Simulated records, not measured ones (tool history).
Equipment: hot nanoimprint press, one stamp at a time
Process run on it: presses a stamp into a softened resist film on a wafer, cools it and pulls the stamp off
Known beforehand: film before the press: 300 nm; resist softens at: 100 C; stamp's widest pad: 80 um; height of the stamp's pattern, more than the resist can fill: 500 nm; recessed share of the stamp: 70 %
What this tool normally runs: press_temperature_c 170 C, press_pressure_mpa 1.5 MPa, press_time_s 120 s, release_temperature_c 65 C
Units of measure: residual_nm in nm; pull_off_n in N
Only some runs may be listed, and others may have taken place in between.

Run 1, hour 0: usual settings. Result: residual_nm 148 nm, pull_off_n 196 N.
Run 2, hour 15.9: usual settings. Result: residual_nm 149.6 nm, pull_off_n 210 N.
Run 3, hour 28.4: usual settings but press_temperature_c 173 C. Result: residual_nm 131.6 nm, pull_off_n 213 N.
Run 4, hour 39.3: usual settings but press_temperature_c 173 C. Result: residual_nm 131.7 nm, pull_off_n 214 N.
Run 5, hour 59.4: usual settings but press_temperature_c 167 C. Result: residual_nm 169.3 nm, pull_off_n 221 N.
Run 6, hour 77.1: usual settings. Result: residual_nm 149.6 nm, pull_off_n 231 N.
Run 7, hour 91.6: usual settings but press_temperature_c 167 C. Result: residual_nm 168.2 nm, pull_off_n 230 N.
Run 8, hour 110.4: usual settings but press_temperature_c 167 C. Result: residual_nm 170.5 nm, pull_off_n 234 N.
Run 9, hour 130.4: usual settings but press_temperature_c 172 C. Result: residual_nm 138.7 nm, pull_off_n 251 N.
Run 10, hour 141.2: usual settings but press_temperature_c 160 C. Result: residual_nm 217.5 nm, pull_off_n 254 N.
Run 11, hour 161.9: usual settings but press_temperature_c 160 C. Result: residual_nm 218.5 nm, pull_off_n 263 N.
Run 12, hour 175.8: usual settings. Result: residual_nm 152.4 nm, pull_off_n 259 N.
Run 13, hour 197.2: usual settings. Result: residual_nm 148.4 nm, pull_off_n 269 N.
Run 14, hour 217.8: usual settings. Result: residual_nm 148.4 nm, pull_off_n 270 N.
Run 15, hour 236.1: usual settings but release_temperature_c 72 C. Result: residual_nm 146.9 nm, pull_off_n 231 N.
Run 16, hour 254.5: usual settings but press_temperature_c 160 C, press_time_s 157 s. Result: residual_nm 200.7 nm, pull_off_n 288 N.
Run 17, hour 271: usual settings but press_temperature_c 160 C, press_time_s 157 s. Result: residual_nm 201.7 nm, pull_off_n 292 N.
Run 18, hour 295.8: usual settings but press_temperature_c 160 C, press_pressure_mpa 1.21 MPa, press_time_s 116 s, release_temperature_c 59 C. Result: residual_nm 232.9 nm, pull_off_n 193 N.
Run 19, hour 308.3: usual settings but press_temperature_c 172 C, press_pressure_mpa 0.98 MPa. Result: residual_nm 169 nm, pull_off_n 177 N.
Run 20, hour 325: usual settings but press_temperature_c 172 C, press_pressure_mpa 0.98 MPa. Result: residual_nm 168 nm, pull_off_n 180 N.
Run 21, hour 337.8: usual settings but press_temperature_c 171 C, press_pressure_mpa 1.17 MPa, press_time_s 166 s. Result: residual_nm 143.4 nm, pull_off_n 182 N.
Run 22, hour 354.8: usual settings but press_temperature_c 171 C, press_pressure_mpa 1.17 MPa, press_time_s 166 s. Result: residual_nm 144.4 nm, pull_off_n 192 N.
Run 23, hour 366.5: usual settings but press_temperature_c 171 C, press_pressure_mpa 1.17 MPa, press_time_s 166 s. Result: residual_nm 145.2 nm, pull_off_n 192 N.
Run 24, hour 382.8: usual settings but press_temperature_c 175 C, press_pressure_mpa 1.66 MPa, press_time_s 67 s, release_temperature_c 72 C. Result: residual_nm 142.3 nm, pull_off_n 164 N.
Run 25, hour 399: usual settings but press_temperature_c 175 C, press_pressure_mpa 1.66 MPa, press_time_s 67 s, release_temperature_c 72 C. Result: residual_nm 141.6 nm, pull_off_n 167 N.
Run 26, hour 407.4: usual settings but press_temperature_c 175 C, press_pressure_mpa 1 MPa, press_time_s 67 s, release_temperature_c 72 C. Result: residual_nm 178.6 nm, pull_off_n 171 N.
Run 27, hour 427.7: usual settings but press_temperature_c 175 C, press_pressure_mpa 1 MPa, press_time_s 67 s, release_temperature_c 72 C. Result: residual_nm 179.9 nm, pull_off_n 176 N.
Run 28, hour 447.1: usual settings but press_pressure_mpa 1.43 MPa, press_time_s 66 s. Result: residual_nm 184.2 nm, pull_off_n 221 N.
Run 29, hour 464.1: usual settings but press_temperature_c 174 C, press_pressure_mpa 1.43 MPa, press_time_s 169 s. Result: residual_nm 115.9 nm, pull_off_n 220 N.

Withheld: 3 entries from between the runs. Position of each, and hidden state at the listed run before versus the listed run after:
From run 10 to run 11: plate thermocouple calibrated (hour 150.9)
  true temperature over the reading, C: -0.74 -> -0.88; pressure that arrives at the usual setting, %: 98.41 -> 98.32; grip of the stamp's worn release coat, % over a new coat's: 48.8 -> 52.6
  measured minus no-state result, residual_nm: +6.3 -> +7.3 nm; pull_off_n: +86 -> +94 N
From run 12 to run 13: plate thermocouple calibrated, once more (hour 187)
  true temperature over the reading, C: -0.89 -> -0.09; pressure that arrives at the usual setting, %: 98.25 -> 98.16; grip of the stamp's worn release coat, % over a new coat's: 55.6 -> 59.6
  measured minus no-state result, residual_nm: +6.7 -> +2 nm; pull_off_n: +96 -> +101 N
From run 17 to run 18: stamp cleaned and given a new release coat (hour 280.9)
  true temperature over the reading, C: -0.18 -> -0.21; pressure that arrives at the usual setting, %: 97.79 -> 97.7; grip of the stamp's worn release coat, % over a new coat's: 76.3 -> 2.7
  measured minus no-state result, residual_nm: +3 -> +2.5 nm; pull_off_n: +127 -> +5 N

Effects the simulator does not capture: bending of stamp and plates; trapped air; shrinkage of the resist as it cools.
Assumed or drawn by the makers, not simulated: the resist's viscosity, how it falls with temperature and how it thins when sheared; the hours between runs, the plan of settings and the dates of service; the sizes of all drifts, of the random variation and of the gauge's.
